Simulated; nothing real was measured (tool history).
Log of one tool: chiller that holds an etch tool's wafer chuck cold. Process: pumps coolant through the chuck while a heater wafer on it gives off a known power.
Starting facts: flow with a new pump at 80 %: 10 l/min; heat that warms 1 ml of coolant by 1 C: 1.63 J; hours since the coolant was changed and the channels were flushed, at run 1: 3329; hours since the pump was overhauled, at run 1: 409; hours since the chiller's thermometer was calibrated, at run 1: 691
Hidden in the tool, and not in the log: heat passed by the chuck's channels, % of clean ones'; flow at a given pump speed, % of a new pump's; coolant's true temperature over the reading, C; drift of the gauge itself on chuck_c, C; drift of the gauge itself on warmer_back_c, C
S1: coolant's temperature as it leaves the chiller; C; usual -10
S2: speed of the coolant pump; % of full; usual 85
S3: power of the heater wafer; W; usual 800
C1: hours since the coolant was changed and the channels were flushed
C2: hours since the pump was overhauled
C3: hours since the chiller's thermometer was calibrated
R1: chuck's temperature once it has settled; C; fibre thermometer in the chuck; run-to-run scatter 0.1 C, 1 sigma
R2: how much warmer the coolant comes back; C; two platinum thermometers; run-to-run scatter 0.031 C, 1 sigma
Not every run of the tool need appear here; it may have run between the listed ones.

run,hour,S1,S2,S3,C1,C2,C3,R1,R2
1,0.0,-10,85,800,3329,409,691,-4.5,2.74
2,95.1,-10,85,800,3425,504,786,-4.5,2.77
3,304.5,-10,85,800,3634,713,996,-4.4,2.84
4,403.6,-10,85,800,3733,812,1095,-4.6,2.78
5,601.1,-10,85,507,3931,1010,1292,-6.8,1.79
6,761.0,-10,85,507,4090,1170,1452,-6.7,1.79
7,868.7,-10,85,800,4198,1277,1560,-4.5,2.81
8,987.8,-10,85,800,4317,1396,1679,-4.7,2.88
9,1101.3,-10,85,800,4431,1510,1792,-4.6,2.78
10,1311.8,-10,85,795,4641,1720,2003,-4.5,2.85
11,1409.7,-10,85,800,4739,1818,2101,-4.5,2.83
12,1590.3,-10,85,800,4920,1999,2281,-4.5,2.85
13,1733.2,-10,85,1145,5063,2142,2424,-2.0,4.13
14,1852.8,-10,85,1145,5182,2261,2544,-1.7,4.16
15,2019.6,-10,85,800,5349,2428,2711,-4.5,2.88
16,2155.2,-10,85,954,5485,2564,2846,-3.2,3.44
17,2351.3,-10,85,954,5681,2760,3042,-3.2,3.46
18,2518.6,-16,92,800,5848,2927,3210,-10.9,2.63
19,2732.0,-10,61,800,6062,3141,3423,-2.2,4.23
# hour 2786.4: coolant changed, channels flushed
20,2837.3,-1,87,800,51,3240,3522,3.6,2.89
21,2944.0,-17,62,529,158,3347,3629,-12.6,2.71
22,3154.5,-10,80,800,368,3557,3839,-4.8,3.11
23,3311.1,-10,63,477,525,3714,3996,-6.2,2.44
24,3446.5,-10,63,477,660,3849,4131,-6.3,2.45
# hour 3468.7: chiller's thermometer calibrated
25,3596.6,-10,72,800,809,3998,128,-3.6,3.52
26,3752.7,-10,72,800,965,4154,284,-3.6,3.61
27,3926.6,-10,72,800,1139,4328,458,-3.5,3.65
28,4026.3,-10,72,800,1239,4428,558,-3.5,3.61
29,4217.1,-6,96,556,1430,4619,748,-2.5,1.85
30,4315.6,-6,96,556,1528,4717,847,-2.5,1.81
31,4425.9,-10,79,572,1638,4828,957,-5.9,2.31

Hidden state at the last listed run before each entry between runs and at the first one after, where it differs:
Logged between run 19 and run 20: coolant changed, channels flushed (hour 2786.4)
  heat passed by the chuck's channels, % of clean ones': 80.3 -> 98.4; flow at a given pump speed, % of a new pump's: 94.1 -> 94; coolant's true temperature over the reading, C: -0.53 -> -0.55
  difference, measured minus the result without the unlogged condition, R1: +1.0 -> -0.3 C; R2: +0.25 -> +0.18 C
Logged between run 24 and run 25: chiller's thermometer calibrated (hour 3468.7)
  heat passed by the chuck's channels, % of clean ones': 96.5 -> 96; flow at a given pump speed, % of a new pump's: 92.9 -> 92.6; coolant's true temperature over the reading, C: -0.64 -> 0
  difference, measured minus the result without the unlogged condition, R1: -0.3 -> +0.5 C; R2: +0.18 -> +0.26 C
